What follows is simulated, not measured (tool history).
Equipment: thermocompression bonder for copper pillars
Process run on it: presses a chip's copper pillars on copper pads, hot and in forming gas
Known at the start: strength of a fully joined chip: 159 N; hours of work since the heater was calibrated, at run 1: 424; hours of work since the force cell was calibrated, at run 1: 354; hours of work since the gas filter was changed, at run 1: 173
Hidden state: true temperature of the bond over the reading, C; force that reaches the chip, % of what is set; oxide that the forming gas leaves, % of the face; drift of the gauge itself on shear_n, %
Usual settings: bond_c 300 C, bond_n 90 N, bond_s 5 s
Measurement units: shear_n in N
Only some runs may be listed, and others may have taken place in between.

| run | hour | bond_c | bond_n | bond_s | hours of work since the heater was calibrated | hours of work since the force cell was calibrated | hours of work since the gas filter was changed | shear_n |
|---|---|---|---|---|---|---|---|---|
| 1 | 0 | 300 | 90 | 5 | 424 | 354 | 173 | 71.5 |
| 2 | 29.5 | 300 | 90 | 5 | 439 | 369 | 188 | 71.5 |
| 3 | 55.4 | 317 | 90 | 5 | 452 | 382 | 201 | 81.3 |
|  | 102.9 | forming gas filter changed |
| 4 | 104.6 | 317 | 90 | 5 | 477 | 406 | 1 | 83.3 |
| 5 | 141.7 | 317 | 90 | 5 | 495 | 425 | 20 | 82.8 |
| 6 | 187.6 | 300 | 90 | 5 | 518 | 448 | 43 | 72.8 |
| 7 | 214.1 | 300 | 90 | 3 | 532 | 461 | 56 | 59.7 |
| 8 | 264.6 | 300 | 121 | 5 | 557 | 487 | 81 | 91.7 |
|  | 270.4 | heater calibrated with a thermocouple chip |
| 9 | 305.2 | 300 | 121 | 5 | 18 | 506 | 101 | 90.1 |
|  | 345.4 | heater calibrated with a thermocouple chip, once more |
| 10 | 357.4 | 300 | 55 | 5 | 6 | 532 | 126 | 46.7 |
| 11 | 380.7 | 300 | 55 | 5 | 18 | 543 | 138 | 46.4 |
| 12 | 406.7 | 307 | 88 | 5 | 31 | 556 | 151 | 76.9 |
| 13 | 446.4 | 307 | 68 | 13 | 51 | 576 | 171 | 85.2 |
| 14 | 473.7 | 306 | 76 | 5 | 65 | 590 | 185 | 66.8 |
| 15 | 496.6 | 306 | 128 | 5 | 76 | 602 | 196 | 101.5 |
| 16 | 545.1 | 313 | 106 | 3 | 101 | 626 | 221 | 78.9 |
|  | 553 | forming gas filter changed |
| 17 | 597.4 | 300 | 105 | 3 | 127 | 652 | 22 | 71 |
| 18 | 646.6 | 300 | 105 | 3 | 151 | 677 | 47 | 71.5 |
| 19 | 693.3 | 322 | 88 | 8 | 175 | 701 | 71 | 99.6 |
| 20 | 718 | 307 | 120 | 3 | 187 | 713 | 83 | 83.7 |
| 21 | 760.6 | 287 | 120 | 13 | 209 | 734 | 105 | 111.4 |

Hidden condition of the tool, last listed run before each entry between runs versus first listed run after:
From run 3 to run 4: forming gas filter changed (hour 102.9)
  true temperature of the bond over the reading, C: -4.3 -> -4.6; force that reaches the chip, % of what is set: 102.1 -> 102.2; oxide that the forming gas leaves, % of the face: 3.09 -> 0.58
  what was measured, less what the result would be without the hidden state, shear_n: -3.4 -> -1.4 N
From run 8 to run 9: heater calibrated with a thermocouple chip (hour 270.4)
  true temperature of the bond over the reading, C: -5.3 -> -8.6; force that reaches the chip, % of what is set: 102.5 -> 102.6; oxide that the forming gas leaves, % of the face: 1.49 -> 1.71
  what was measured, less what the result would be without the hidden state, shear_n: -2.8 -> -5.2 N
From run 9 to run 10: heater calibrated with a thermocouple chip, once more (hour 345.4)
  true temperature of the bond over the reading, C: -8.6 -> -0.3; force that reaches the chip, % of what is set: 102.6 -> 102.7; oxide that the forming gas leaves, % of the face: 1.71 -> 2
  what was measured, less what the result would be without the hidden state, shear_n: -5.2 -> +0.5 N
From run 16 to run 17: forming gas filter changed (hour 553)
  true temperature of the bond over the reading, C: -1.2 -> -1.4; force that reaches the chip, % of what is set: 103.1 -> 103.2; oxide that the forming gas leaves, % of the face: 3.05 -> 0.86
  what was measured, less what the result would be without the hidden state, shear_n: -0.7 -> +0.9 N
